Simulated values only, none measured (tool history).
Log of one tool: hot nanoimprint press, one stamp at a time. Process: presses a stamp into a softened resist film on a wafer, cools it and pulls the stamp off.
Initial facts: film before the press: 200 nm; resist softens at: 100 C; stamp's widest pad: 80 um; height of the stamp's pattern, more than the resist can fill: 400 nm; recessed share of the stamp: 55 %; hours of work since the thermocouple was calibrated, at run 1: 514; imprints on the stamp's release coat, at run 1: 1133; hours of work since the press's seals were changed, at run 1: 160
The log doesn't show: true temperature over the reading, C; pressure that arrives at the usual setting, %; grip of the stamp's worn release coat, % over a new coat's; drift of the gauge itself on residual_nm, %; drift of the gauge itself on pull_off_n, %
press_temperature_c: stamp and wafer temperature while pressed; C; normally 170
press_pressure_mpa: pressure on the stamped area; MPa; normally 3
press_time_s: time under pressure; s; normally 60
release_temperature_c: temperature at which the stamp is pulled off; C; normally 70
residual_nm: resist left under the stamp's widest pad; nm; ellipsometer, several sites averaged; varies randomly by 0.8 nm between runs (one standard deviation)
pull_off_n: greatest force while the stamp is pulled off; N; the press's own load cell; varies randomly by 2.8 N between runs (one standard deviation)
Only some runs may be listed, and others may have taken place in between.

| run | hour | press_temperature_c | press_pressure_mpa | press_time_s | release_temperature_c | hours of work since the thermocouple was calibrated | imprints on the stamp's release coat | hours of work since the press's seals were changed | residual_nm | pull_off_n |
|---|---|---|---|---|---|---|---|---|---|---|
| 1 | 0 | 170 | 3 | 60 | 70 | 514 | 1133 | 160 | 103.1 | 137 |
|  | 23.3 | stamp cleaned and given a new release coat |
| 2 | 55.8 | 170 | 3 | 60 | 70 | 536 | 103 | 182 | 104 | 129 |
| 3 | 82.1 | 170 | 3.04 | 60 | 70 | 548 | 186 | 194 | 103.9 | 136 |
| 4 | 126.5 | 170 | 3 | 60 | 73 | 568 | 326 | 214 | 103.4 | 122 |
| 5 | 168.8 | 170 | 3 | 60 | 73 | 586 | 460 | 233 | 102.7 | 117 |
|  | 179.1 | plate thermocouple calibrated |
| 6 | 199.3 | 181 | 3 | 60 | 73 | 9 | 547 | 245 | 71.5 | 121 |
| 7 | 245 | 181 | 3 | 60 | 73 | 29 | 691 | 266 | 72.2 | 120 |
| 8 | 308.4 | 181 | 3 | 60 | 73 | 58 | 891 | 294 | 70.3 | 120 |
| 9 | 361.2 | 181 | 3 | 60 | 73 | 81 | 1058 | 317 | 71.7 | 123 |
|  | 409.8 | stamp cleaned and given a new release coat |
| 10 | 427.6 | 181 | 3 | 60 | 73 | 108 | 56 | 344 | 71.7 | 128 |
| 11 | 484.2 | 181 | 3 | 60 | 73 | 134 | 235 | 370 | 70.8 | 124 |
| 12 | 519 | 181 | 3 | 60 | 73 | 149 | 344 | 385 | 71.8 | 119 |
| 13 | 572.3 | 181 | 3 | 60 | 73 | 173 | 513 | 409 | 71.2 | 124 |

The next listed run, before its measurement:
| 14 | 609.6 | 165 | 1.87 | 60 | 76 | 190 | 630 | 426 | ? | ? |

residual_nm: 144.1 nm
pull_off_n: 112 N
On a tool with no hidden condition, and with the same random variation, this run would have come out at residual_nm 143.9 nm, pull_off_n 111 N.

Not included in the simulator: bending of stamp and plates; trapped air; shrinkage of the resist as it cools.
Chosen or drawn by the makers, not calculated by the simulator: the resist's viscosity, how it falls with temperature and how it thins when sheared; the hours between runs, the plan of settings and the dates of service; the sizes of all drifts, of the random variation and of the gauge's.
